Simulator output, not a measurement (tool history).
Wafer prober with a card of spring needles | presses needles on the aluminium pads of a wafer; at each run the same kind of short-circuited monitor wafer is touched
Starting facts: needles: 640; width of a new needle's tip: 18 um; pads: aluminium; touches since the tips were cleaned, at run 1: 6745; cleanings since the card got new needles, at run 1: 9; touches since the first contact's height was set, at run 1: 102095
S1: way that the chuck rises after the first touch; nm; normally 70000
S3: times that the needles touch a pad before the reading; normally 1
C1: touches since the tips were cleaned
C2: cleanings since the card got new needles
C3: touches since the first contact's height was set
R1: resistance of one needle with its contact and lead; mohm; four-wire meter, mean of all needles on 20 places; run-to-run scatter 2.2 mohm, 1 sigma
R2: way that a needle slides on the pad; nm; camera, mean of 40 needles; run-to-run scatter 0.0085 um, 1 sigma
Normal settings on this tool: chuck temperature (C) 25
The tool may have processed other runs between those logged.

Run 1, hour 0.0: usual settings; C1 6745; C2 9; C3 102095. Result: R1 297 mohm, R2 19047 nm.
At hour 7.6: tips cleaned on abrasive film.
At hour 28.2: tips cleaned on abrasive film.
At hour 50.2: tips cleaned on abrasive film.
At hour 62.9: height of the first contact set anew.
Run 2, hour 65.7: usual settings; C1 7638; C2 12; C3 1412. Result: R1 299 mohm, R2 18928 nm.
At hour 70.1: tips cleaned on abrasive film.
At hour 90.1: tips cleaned on abrasive film.
At hour 111.0: tips cleaned on abrasive film.
Run 3, hour 116.2: usual settings but S1 77000 nm; C1 2617; C2 15; C3 26642. Result: R1 275 mohm, R2 20812 nm.
At hour 128.7: tips cleaned on abrasive film.
At hour 150.2: tips cleaned on abrasive film.
Run 4, hour 162.2: usual settings but S3 2; C1 6028; C2 17; C3 49648. Result: R1 277 mohm, R2 18871 nm.
At hour 169.8: tips cleaned on abrasive film.
At hour 190.2: tips cleaned on abrasive film.
At hour 211.8: tips cleaned on abrasive film.
Run 5, hour 214.9: usual settings but S3 2; C1 1535; C2 20; C3 75995. Result: R1 256 mohm, R2 18823 nm.
At hour 232.1: tips cleaned on abrasive film.
At hour 244.0: height of the first contact set anew, once more.
At hour 252.0: tips cleaned on abrasive film.
At hour 270.1: tips cleaned on abrasive film.
Run 6, hour 270.1: usual settings; C1 0; C2 23; C3 13005. Result: R1 248 mohm, R2 19129 nm.
At hour 287.7: tips cleaned on abrasive film.
Run 7, hour 303.5: usual settings; C1 7959; C2 24; C3 29748. Result: R1 305 mohm, R2 19118 nm.
At hour 307.9: tips cleaned on abrasive film.
At hour 328.9: tips cleaned on abrasive film.
At hour 348.6: tips cleaned on abrasive film.
At hour 368.3: tips cleaned on abrasive film.
Run 8, hour 370.4: usual settings; C1 1084; C2 28; C3 63168. Result: R1 265 mohm, R2 19076 nm.
At hour 387.2: tips cleaned on abrasive film.
At hour 409.1: tips cleaned on abrasive film.
At hour 426.7: tips cleaned on abrasive film.
Run 9, hour 433.2: usual settings; C1 3300; C2 31; C3 94581. Result: R1 282 mohm, R2 19044 nm.
At hour 445.1: tips cleaned on abrasive film.
At hour 465.2: tips cleaned on abrasive film.
Run 10, hour 467.8: usual settings but S1 86000 nm; C1 1331; C2 33; C3 111859. Result: R1 258 mohm, R2 23385 nm.
At hour 484.0: tips cleaned on abrasive film.
Run 11, hour 499.1: usual settings but S1 86000 nm; C1 7596; C2 34; C3 127527. Result: R1 282 mohm, R2 23382 nm.
At hour 503.2: tips cleaned on abrasive film.
At hour 512.3: height of the first contact set anew.
At hour 524.8: tips cleaned on abrasive film.
Run 12, hour 532.5: usual settings but S1 86000 nm; C1 3880; C2 36; C3 10126. Result: R1 275 mohm, R2 23507 nm.
At hour 544.7: tips cleaned on abrasive film.
At hour 566.4: tips cleaned on abrasive film.
At hour 584.3: tips cleaned on abrasive film.
Run 13, hour 584.3: usual settings but S1 86000 nm, chuck temperature (C) 78; C1 0; C2 39; C3 36003. Result: R1 257 mohm, R2 23487 nm.
At hour 604.8: tips cleaned on abrasive film.
At hour 622.4: tips cleaned on abrasive film.
Run 14, hour 622.4: usual settings but S3 2; C1 0; C2 41; C3 55043. Result: R1 243 mohm, R2 19087 nm.
At hour 640.0: tips cleaned on abrasive film.
At hour 660.4: tips cleaned on abrasive film.
Run 15, hour 674.3: usual settings but S3 2; C1 6978; C2 43; C3 81008. Result: R1 278 mohm, R2 19080 nm.
At hour 678.8: tips cleaned on abrasive film.
At hour 700.3: tips cleaned on abrasive film.
Run 16, hour 702.9: usual settings but S1 63000 nm, chuck temperature (C) 39, S3 3; C1 1282; C2 45; C3 95258. Result: R1 251 mohm, R2 17130 nm.
At hour 719.0: tips cleaned on abrasive film.
At hour 739.7: tips cleaned on abrasive film.
Run 17, hour 746.1: usual settings but S1 54000 nm, chuck temperature (C) 66; C1 3214; C2 47; C3 116861. Result: R1 314 mohm, R2 14638 nm.
At hour 757.9: tips cleaned on abrasive film.
Run 18, hour 774.9: usual settings but S1 71000 nm; C1 8551; C2 48; C3 131304. Result: R1 307 mohm, R2 19286 nm.

The next listed run, before its measurement:
At hour 779.4: tips cleaned on abrasive film.
At hour 779.7: height of the first contact set anew.
At hour 799.2: tips cleaned on abrasive film.
Run 19, hour 808.3: usual settings but S1 71000 nm; C1 4593; C2 50; C3 14324. Result: R1 ?, R2 ?.

{"run 19": {"R1": 290, "R2": 19407}}
Were there no unlogged condition in the tool, this run, its random variation unchanged, would have produced R1 238 mohm, R2 19421 nm.
